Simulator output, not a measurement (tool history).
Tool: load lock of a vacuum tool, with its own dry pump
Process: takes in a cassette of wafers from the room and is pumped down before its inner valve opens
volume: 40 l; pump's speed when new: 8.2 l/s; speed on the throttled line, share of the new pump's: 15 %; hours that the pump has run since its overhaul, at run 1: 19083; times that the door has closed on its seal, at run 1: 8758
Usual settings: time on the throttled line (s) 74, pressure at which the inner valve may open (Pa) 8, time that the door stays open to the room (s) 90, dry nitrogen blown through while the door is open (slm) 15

| run | hour | time on the throttled line (s) | pressure at which the inner valve may open (Pa) | time that the door stays open to the room (s) | dry nitrogen blown through while the door is open (slm) | hours that the pump has run since its overhaul | times that the door has closed on its seal | incoming humidity of the room's air, % | time from the closed door until the inner valve may open (s) | rise of the pressure with all valves shut (Pa/min) |
|---|---|---|---|---|---|---|---|---|---|---|
| 1 | 0.0 | 74 | 8 | 90 | 15 | 19083 | 8758 | 45.2 | 118.0 | 0.086 |
| 2 | 335.2 | 55 | 8 | 90 | 15 | 19418 | 9113 | 45.8 | 102.8 | 0.084 |
| 3 | 739.2 | 55 | 8 | 90 | 15 | 19822 | 9541 | 44.8 | 102.5 | 0.086 |
| 4 | 960.9 | 55 | 8 | 90 | 15 | 20044 | 9777 | 47.9 | 102.2 | 0.099 |
| 5 | 1211.8 | 55 | 8 | 90 | 15 | 20295 | 10043 | 46.3 | 103.0 | 0.090 |
| 6 | 1470.1 | 55 | 8 | 90 | 15 | 20553 | 10316 | 46.5 | 103.7 | 0.094 |
| 7 | 1836.6 | 55 | 8 | 90 | 15 | 20919 | 10705 | 45.6 | 103.3 | 0.093 |
| 8 | 2063.4 | 38 | 13 | 226 | 30 | 21146 | 10946 | 47.5 | 87.8 | 0.120 |
| 9 | 2439.4 | 45 | 7 | 58 | 10 | 21522 | 11344 | 45.3 | 96.9 | 0.082 |
| 10 | 2767.7 | 40 | 15 | 58 | 20 | 21851 | 11692 | 45.9 | 87.8 | 0.077 |
| 11 | 3210.0 | 40 | 15 | 58 | 20 | 22293 | 12161 | 44.5 | 87.8 | 0.075 |
| 12 | 3513.6 | 40 | 15 | 58 | 20 | 22596 | 12483 | 46.3 | 88.3 | 0.078 |
| 13 | 3822.0 | 39 | 8 | 90 | 15 | 22905 | 12810 | 46.3 | 92.7 | 0.097 |

5 ways to go on from here, each from the tool as it stands after run 13. What would each give?
|  | 3938.8 | dry pump taken out, an overhauled one fitted |
| A | 4026.4 | 39 | 9 | 90 | 15 | 88 | 13021 | 45.1 | ? | ? |
|  | 3938.8 | dry pump taken out, an overhauled one fitted |
| B | 4026.4 | 87 | 10 | 90 | 15 | 88 | 13021 | 47.6 | ? | ? |
|  | 3938.8 | dry pump taken out, an overhauled one fitted |
| C | 4026.4 | 39 | 11 | 27 | 14 | 88 | 13021 | 44.6 | ? | ? |
|  | 3938.8 | dry pump taken out, an overhauled one fitted |
| D | 4026.4 | 61 | 8 | 90 | 26 | 88 | 13021 | 46.0 | ? | ? |
|  | 3938.8 | dry pump taken out, an overhauled one fitted |
| E | 4026.4 | 141 | 12 | 224 | 15 | 88 | 13021 | 45.7 | ? | ? |

| run | time from the closed door until the inner valve may open (s) | rise of the pressure with all valves shut (Pa/min) |
|---|---|---|
| A | 77.6 | 0.100 |
| B | 117.9 | 0.097 |
| C | 75.7 | 0.062 |
| D | 97.5 | 0.084 |
| E | 162.9 | 0.158 |
Without the tool's hidden state the same runs would have given:
| run | time from the closed door until the inner valve may open (s) | rise of the pressure with all valves shut (Pa/min) |
|---|---|---|
| A | 78.9 | 0.073 |
| B | 118.9 | 0.070 |
| C | 76.9 | 0.036 |
| D | 98.7 | 0.057 |
| E | 163.6 | 0.131 |

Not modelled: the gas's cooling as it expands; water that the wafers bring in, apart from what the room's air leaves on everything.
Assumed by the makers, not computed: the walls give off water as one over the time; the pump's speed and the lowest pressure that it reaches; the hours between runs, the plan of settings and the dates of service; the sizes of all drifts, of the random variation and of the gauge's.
